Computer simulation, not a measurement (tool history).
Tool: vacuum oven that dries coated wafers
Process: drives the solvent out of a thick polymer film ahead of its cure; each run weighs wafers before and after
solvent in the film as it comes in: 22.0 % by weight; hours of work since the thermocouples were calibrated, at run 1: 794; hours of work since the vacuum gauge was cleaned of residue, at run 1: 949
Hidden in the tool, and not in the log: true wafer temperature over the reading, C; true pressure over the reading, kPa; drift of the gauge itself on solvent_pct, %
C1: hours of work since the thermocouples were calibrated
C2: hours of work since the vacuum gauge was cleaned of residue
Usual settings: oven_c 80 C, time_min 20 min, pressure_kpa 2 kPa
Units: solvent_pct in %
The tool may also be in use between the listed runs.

{"run": 1, "hour": 0.0, "oven_c": 80, "time_min": 20, "pressure_kpa": 2, "C1": 794, "C2": 949, "solvent_pct": 4.21}
{"hour": 38.3, "done": "oven's thermocouples calibrated"}
{"run": 2, "hour": 115.2, "oven_c": 80, "time_min": 20, "pressure_kpa": 2, "C1": 57, "C2": 1033, "solvent_pct": 4.54}
{"run": 3, "hour": 169.1, "oven_c": 80, "time_min": 23, "pressure_kpa": 2, "C1": 97, "C2": 1074, "solvent_pct": 3.89}
{"run": 4, "hour": 248.3, "oven_c": 80, "time_min": 20, "pressure_kpa": 2, "C1": 156, "C2": 1132, "solvent_pct": 4.54}
{"run": 5, "hour": 344.5, "oven_c": 80, "time_min": 20, "pressure_kpa": 2, "C1": 227, "C2": 1204, "solvent_pct": 4.52}
{"run": 6, "hour": 407.5, "oven_c": 74, "time_min": 20, "pressure_kpa": 2, "C1": 274, "C2": 1251, "solvent_pct": 6.38}
{"run": 7, "hour": 498.6, "oven_c": 80, "time_min": 20, "pressure_kpa": 2, "C1": 342, "C2": 1318, "solvent_pct": 4.53}
{"run": 8, "hour": 608.8, "oven_c": 80, "time_min": 20, "pressure_kpa": 2.12, "C1": 424, "C2": 1400, "solvent_pct": 4.62}
{"run": 9, "hour": 663.5, "oven_c": 68, "time_min": 20, "pressure_kpa": 2, "C1": 464, "C2": 1441, "solvent_pct": 8.46}
{"hour": 714.1, "done": "vacuum gauge cleaned of residue and calibrated"}
{"run": 10, "hour": 743.4, "oven_c": 68, "time_min": 20, "pressure_kpa": 2, "C1": 523, "C2": 22, "solvent_pct": 8}
{"run": 11, "hour": 827.0, "oven_c": 80, "time_min": 20, "pressure_kpa": 2, "C1": 585, "C2": 84, "solvent_pct": 4.18}
{"run": 12, "hour": 909.4, "oven_c": 88, "time_min": 20, "pressure_kpa": 2, "C1": 646, "C2": 145, "solvent_pct": 2.37}
{"run": 13, "hour": 1019.5, "oven_c": 88, "time_min": 20, "pressure_kpa": 2, "C1": 728, "C2": 227, "solvent_pct": 2.39}
{"run": 14, "hour": 1087.7, "oven_c": 88, "time_min": 20, "pressure_kpa": 2, "C1": 778, "C2": 277, "solvent_pct": 2.37}
{"run": 15, "hour": 1140.9, "oven_c": 68, "time_min": 20, "pressure_kpa": 2, "C1": 818, "C2": 317, "solvent_pct": 7.9}
{"hour": 1150.0, "done": "oven's thermocouples calibrated"}
{"run": 16, "hour": 1200.8, "oven_c": 68, "time_min": 20, "pressure_kpa": 2, "C1": 38, "C2": 360, "solvent_pct": 8.53}
{"run": 17, "hour": 1313.6, "oven_c": 80, "time_min": 20, "pressure_kpa": 2, "C1": 122, "C2": 444, "solvent_pct": 4.45}
{"run": 18, "hour": 1372.3, "oven_c": 80, "time_min": 20, "pressure_kpa": 2, "C1": 165, "C2": 487, "solvent_pct": 4.51}
{"run": 19, "hour": 1432.4, "oven_c": 80, "time_min": 20, "pressure_kpa": 2, "C1": 210, "C2": 532, "solvent_pct": 4.47}
{"run": 20, "hour": 1490.7, "oven_c": 76, "time_min": 12, "pressure_kpa": 2.08, "C1": 253, "C2": 575, "solvent_pct": 8.6}
{"run": 21, "hour": 1593.4, "oven_c": 75, "time_min": 36, "pressure_kpa": 1.94, "C1": 329, "C2": 652, "solvent_pct": 3.42}
{"run": 22, "hour": 1665.5, "oven_c": 77, "time_min": 19, "pressure_kpa": 3.17, "C1": 383, "C2": 705, "solvent_pct": 6.49}
{"run": 23, "hour": 1783.9, "oven_c": 67, "time_min": 26, "pressure_kpa": 1.41, "C1": 471, "C2": 793, "solvent_pct": 6.66}
{"run": 24, "hour": 1832.9, "oven_c": 67, "time_min": 26, "pressure_kpa": 1.41, "C1": 507, "C2": 830, "solvent_pct": 6.7}
{"run": 25, "hour": 1912.1, "oven_c": 73, "time_min": 26, "pressure_kpa": 1.41, "C1": 566, "C2": 888, "solvent_pct": 4.76}
{"run": 26, "hour": 1986.0, "oven_c": 83, "time_min": 20, "pressure_kpa": 4.02, "C1": 621, "C2": 943, "solvent_pct": 5.01}
{"run": 27, "hour": 2068.9, "oven_c": 83, "time_min": 20, "pressure_kpa": 4.02, "C1": 683, "C2": 1005, "solvent_pct": 5.01}
{"run": 28, "hour": 2153.4, "oven_c": 66, "time_min": 13, "pressure_kpa": 2.72, "C1": 745, "C2": 1068, "solvent_pct": 12}
{"hour": 2258.3, "done": "oven's thermocouples calibrated"}
{"run": 29, "hour": 2258.3, "oven_c": 66, "time_min": 13, "pressure_kpa": 2.72, "C1": 0, "C2": 1144, "solvent_pct": 12.28}
{"run": 30, "hour": 2375.6, "oven_c": 92, "time_min": 11, "pressure_kpa": 1.33, "C1": 87, "C2": 1231, "solvent_pct": 4.03}
{"run": 31, "hour": 2443.1, "oven_c": 92, "time_min": 11, "pressure_kpa": 1.33, "C1": 137, "C2": 1281, "solvent_pct": 4.03}
{"run": 32, "hour": 2534.0, "oven_c": 79, "time_min": 20, "pressure_kpa": 4.9, "C1": 205, "C2": 1349, "solvent_pct": 7.05}
{"run": 33, "hour": 2634.9, "oven_c": 80, "time_min": 11, "pressure_kpa": 2, "C1": 280, "C2": 1424, "solvent_pct": 7.91}
{"hour": 2708.9, "done": "vacuum gauge cleaned of residue and calibrated"}
{"run": 34, "hour": 2753.6, "oven_c": 74, "time_min": 17, "pressure_kpa": 2.32, "C1": 367, "C2": 33, "solvent_pct": 7.18}
{"run": 35, "hour": 2840.2, "oven_c": 86, "time_min": 17, "pressure_kpa": 2.32, "C1": 431, "C2": 98, "solvent_pct": 3.57}
{"run": 36, "hour": 2928.2, "oven_c": 86, "time_min": 17, "pressure_kpa": 2.32, "C1": 496, "C2": 163, "solvent_pct": 3.64}
{"run": 37, "hour": 3007.7, "oven_c": 86, "time_min": 17, "pressure_kpa": 2.32, "C1": 556, "C2": 222, "solvent_pct": 3.61}

5 ways to go on from here, each from the tool as it stands after run 37. What would each give?
{"run": "A", "hour": 3125.9, "oven_c": 86, "time_min": 17, "pressure_kpa": 1.74, "C1": 643, "C2": 310, "solvent_pct": "?"}
{"run": "B", "hour": 3125.9, "oven_c": 93, "time_min": 33, "pressure_kpa": 2, "C1": 643, "C2": 310, "solvent_pct": "?"}
{"run": "C", "hour": 3125.9, "oven_c": 83, "time_min": 15, "pressure_kpa": 2.32, "C1": 643, "C2": 310, "solvent_pct": "?"}
{"run": "D", "hour": 3125.9, "oven_c": 86, "time_min": 27, "pressure_kpa": 2.32, "C1": 643, "C2": 310, "solvent_pct": "?"}
{"run": "E", "hour": 3125.9, "oven_c": 67, "time_min": 17, "pressure_kpa": 2.44, "C1": 643, "C2": 310, "solvent_pct": "?"}

run=A solvent_pct=3.21
run=B solvent_pct=1.12
run=C solvent_pct=4.95
run=D solvent_pct=2.16
run=E solvent_pct=9.71
Without the tool's hidden state the same runs would have given:
run=A solvent_pct=3.34
run=B solvent_pct=1.12
run=C solvent_pct=5.13
run=D solvent_pct=2.22
run=E solvent_pct=9.92
